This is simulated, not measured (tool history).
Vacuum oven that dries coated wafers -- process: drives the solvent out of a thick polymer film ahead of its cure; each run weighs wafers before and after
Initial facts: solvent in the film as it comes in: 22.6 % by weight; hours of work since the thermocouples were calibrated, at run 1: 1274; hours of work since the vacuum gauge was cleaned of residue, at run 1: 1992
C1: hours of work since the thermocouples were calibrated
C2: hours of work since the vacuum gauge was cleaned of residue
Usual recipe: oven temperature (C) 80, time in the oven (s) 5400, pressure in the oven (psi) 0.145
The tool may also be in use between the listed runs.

{"run": 1, "hour": 0.0, "oven temperature (C)": 80, "time in the oven (s)": 5400, "pressure in the oven (psi)": 0.145, "C1": 1274, "C2": 1992, "solvent left in the film (%)": 1.73}
{"run": 2, "hour": 55.9, "oven temperature (C)": 89, "time in the oven (s)": 5400, "pressure in the oven (psi)": 0.145, "C1": 1309, "C2": 2027, "solvent left in the film (%)": 0.73}
{"run": 3, "hour": 129.7, "oven temperature (C)": 89, "time in the oven (s)": 5400, "pressure in the oven (psi)": 0.445, "C1": 1355, "C2": 2073, "solvent left in the film (%)": 1.61}
{"run": 4, "hour": 184.2, "oven temperature (C)": 89, "time in the oven (s)": 5400, "pressure in the oven (psi)": 0.445, "C1": 1389, "C2": 2107, "solvent left in the film (%)": 1.71}
{"run": 5, "hour": 257.5, "oven temperature (C)": 89, "time in the oven (s)": 5400, "pressure in the oven (psi)": 0.445, "C1": 1435, "C2": 2153, "solvent left in the film (%)": 1.55}
{"run": 6, "hour": 307.8, "oven temperature (C)": 88, "time in the oven (s)": 5400, "pressure in the oven (psi)": 0.445, "C1": 1466, "C2": 2185, "solvent left in the film (%)": 1.67}
{"hour": 322.2, "done": "oven's thermocouples calibrated"}
{"run": 7, "hour": 376.4, "oven temperature (C)": 80, "time in the oven (s)": 5400, "pressure in the oven (psi)": 0.145, "C1": 34, "C2": 2227, "solvent left in the film (%)": 1.69}
{"hour": 439.3, "done": "vacuum gauge cleaned of residue and calibrated"}
{"run": 8, "hour": 439.3, "oven temperature (C)": 80, "time in the oven (s)": 5400, "pressure in the oven (psi)": 0.075, "C1": 72, "C2": 0, "solvent left in the film (%)": 1.43}
{"run": 9, "hour": 481.3, "oven temperature (C)": 80, "time in the oven (s)": 5400, "pressure in the oven (psi)": 0.075, "C1": 99, "C2": 26, "solvent left in the film (%)": 1.41}
{"run": 10, "hour": 515.9, "oven temperature (C)": 80, "time in the oven (s)": 5400, "pressure in the oven (psi)": 0.075, "C1": 120, "C2": 48, "solvent left in the film (%)": 1.47}
{"run": 11, "hour": 563.1, "oven temperature (C)": 82, "time in the oven (s)": 5400, "pressure in the oven (psi)": 0.075, "C1": 150, "C2": 78, "solvent left in the film (%)": 1.12}
{"run": 12, "hour": 609.1, "oven temperature (C)": 80, "time in the oven (s)": 5400, "pressure in the oven (psi)": 0.145, "C1": 179, "C2": 106, "solvent left in the film (%)": 1.74}
{"run": 13, "hour": 663.4, "oven temperature (C)": 80, "time in the oven (s)": 5400, "pressure in the oven (psi)": 0.145, "C1": 213, "C2": 140, "solvent left in the film (%)": 1.71}
{"run": 14, "hour": 730.2, "oven temperature (C)": 80, "time in the oven (s)": 5400, "pressure in the oven (psi)": 0.145, "C1": 255, "C2": 182, "solvent left in the film (%)": 1.74}
{"run": 15, "hour": 766.3, "oven temperature (C)": 80, "time in the oven (s)": 5400, "pressure in the oven (psi)": 0.145, "C1": 277, "C2": 205, "solvent left in the film (%)": 1.75}
{"run": 16, "hour": 829.4, "oven temperature (C)": 73, "time in the oven (s)": 5400, "pressure in the oven (psi)": 0.145, "C1": 317, "C2": 244, "solvent left in the film (%)": 3.19}
{"run": 17, "hour": 906.8, "oven temperature (C)": 73, "time in the oven (s)": 5400, "pressure in the oven (psi)": 0.145, "C1": 365, "C2": 293, "solvent left in the film (%)": 3.12}
{"run": 18, "hour": 987.6, "oven temperature (C)": 80, "time in the oven (s)": 5400, "pressure in the oven (psi)": 0.145, "C1": 416, "C2": 343, "solvent left in the film (%)": 1.72}
{"run": 19, "hour": 1039.7, "oven temperature (C)": 80, "time in the oven (s)": 5400, "pressure in the oven (psi)": 0.145, "C1": 448, "C2": 376, "solvent left in the film (%)": 1.73}
{"run": 20, "hour": 1083.8, "oven temperature (C)": 80, "time in the oven (s)": 5400, "pressure in the oven (psi)": 0.145, "C1": 476, "C2": 404, "solvent left in the film (%)": 1.77}
{"run": 21, "hour": 1162.9, "oven temperature (C)": 80, "time in the oven (s)": 5400, "pressure in the oven (psi)": 0.145, "C1": 526, "C2": 453, "solvent left in the film (%)": 1.72}
{"run": 22, "hour": 1225.6, "oven temperature (C)": 80, "time in the oven (s)": 5400, "pressure in the oven (psi)": 0.145, "C1": 565, "C2": 492, "solvent left in the film (%)": 1.74}
{"run": 23, "hour": 1301.8, "oven temperature (C)": 80, "time in the oven (s)": 5400, "pressure in the oven (psi)": 0.145, "C1": 613, "C2": 540, "solvent left in the film (%)": 1.76}
{"run": 24, "hour": 1368.8, "oven temperature (C)": 80, "time in the oven (s)": 3960, "pressure in the oven (psi)": 0.238, "C1": 654, "C2": 582, "solvent left in the film (%)": 3.29}
{"run": 25, "hour": 1445.4, "oven temperature (C)": 80, "time in the oven (s)": 3960, "pressure in the oven (psi)": 0.238, "C1": 702, "C2": 630, "solvent left in the film (%)": 3.32}
{"run": 26, "hour": 1517.7, "oven temperature (C)": 80, "time in the oven (s)": 5580, "pressure in the oven (psi)": 0.408, "C1": 748, "C2": 675, "solvent left in the film (%)": 2.59}
{"run": 27, "hour": 1563.3, "oven temperature (C)": 95, "time in the oven (s)": 5580, "pressure in the oven (psi)": 0.186, "C1": 776, "C2": 704, "solvent left in the film (%)": 0.57}
{"run": 28, "hour": 1601.4, "oven temperature (C)": 86, "time in the oven (s)": 6660, "pressure in the oven (psi)": 0.152, "C1": 800, "C2": 728, "solvent left in the film (%)": 0.67}
{"run": 29, "hour": 1655.7, "oven temperature (C)": 86, "time in the oven (s)": 6660, "pressure in the oven (psi)": 0.152, "C1": 834, "C2": 762, "solvent left in the film (%)": 0.77}
{"run": 30, "hour": 1708.7, "oven temperature (C)": 80, "time in the oven (s)": 7800, "pressure in the oven (psi)": 0.145, "C1": 867, "C2": 795, "solvent left in the film (%)": 0.9}
{"run": 31, "hour": 1762.9, "oven temperature (C)": 84, "time in the oven (s)": 3900, "pressure in the oven (psi)": 0.145, "C1": 901, "C2": 829, "solvent left in the film (%)": 2.18}
{"run": 32, "hour": 1807.5, "oven temperature (C)": 84, "time in the oven (s)": 3900, "pressure in the oven (psi)": 0.145, "C1": 929, "C2": 857, "solvent left in the film (%)": 2.2}
{"run": 33, "hour": 1865.4, "oven temperature (C)": 84, "time in the oven (s)": 3900, "pressure in the oven (psi)": 0.145, "C1": 965, "C2": 893, "solvent left in the film (%)": 2.17}
{"run": 34, "hour": 1903.3, "oven temperature (C)": 80, "time in the oven (s)": 4440, "pressure in the oven (psi)": 0.115, "C1": 989, "C2": 917, "solvent left in the film (%)": 2.29}
{"run": 35, "hour": 1971.0, "oven temperature (C)": 80, "time in the oven (s)": 4440, "pressure in the oven (psi)": 0.115, "C1": 1032, "C2": 959, "solvent left in the film (%)": 2.29}
{"run": 36, "hour": 2015.3, "oven temperature (C)": 92, "time in the oven (s)": 4500, "pressure in the oven (psi)": 0.197, "C1": 1059, "C2": 987, "solvent left in the film (%)": 0.86}
{"run": 37, "hour": 2085.8, "oven temperature (C)": 80, "time in the oven (s)": 5400, "pressure in the oven (psi)": 0.117, "C1": 1103, "C2": 1031, "solvent left in the film (%)": 1.54}
{"run": 38, "hour": 2160.8, "oven temperature (C)": 78, "time in the oven (s)": 5400, "pressure in the oven (psi)": 0.171, "C1": 1150, "C2": 1078, "solvent left in the film (%)": 2.19}
{"run": 39, "hour": 2196.0, "oven temperature (C)": 78, "time in the oven (s)": 6840, "pressure in the oven (psi)": 0.537, "C1": 1172, "C2": 1100, "solvent left in the film (%)": 3.02}
{"run": 40, "hour": 2235.0, "oven temperature (C)": 68, "time in the oven (s)": 3900, "pressure in the oven (psi)": 0.537, "C1": 1197, "C2": 1124, "solvent left in the film (%)": 8.66}
{"run": 41, "hour": 2292.7, "oven temperature (C)": 83, "time in the oven (s)": 6600, "pressure in the oven (psi)": 0.479, "C1": 1233, "C2": 1161, "solvent left in the film (%)": 2.19}
{"run": 42, "hour": 2364.2, "oven temperature (C)": 80, "time in the oven (s)": 5400, "pressure in the oven (psi)": 0.122, "C1": 1278, "C2": 1205, "solvent left in the film (%)": 1.67}
{"run": 43, "hour": 2421.4, "oven temperature (C)": 80, "time in the oven (s)": 6660, "pressure in the oven (psi)": 0.119, "C1": 1314, "C2": 1241, "solvent left in the film (%)": 1.1}

What differs in the tool's unlogged condition from the final listed run ahead of each entry between runs to the first listed run following it?
Runs 6 to 7: oven's thermocouples calibrated (hour 322.2)
  true wafer temperature over the reading, C: -0.07 -> -0.01; true pressure over the reading, kPa: 0.023 -> 0.024
Runs 7 to 8: vacuum gauge cleaned of residue and calibrated (hour 439.3)
  true pressure over the reading, kPa: 0.024 -> 0

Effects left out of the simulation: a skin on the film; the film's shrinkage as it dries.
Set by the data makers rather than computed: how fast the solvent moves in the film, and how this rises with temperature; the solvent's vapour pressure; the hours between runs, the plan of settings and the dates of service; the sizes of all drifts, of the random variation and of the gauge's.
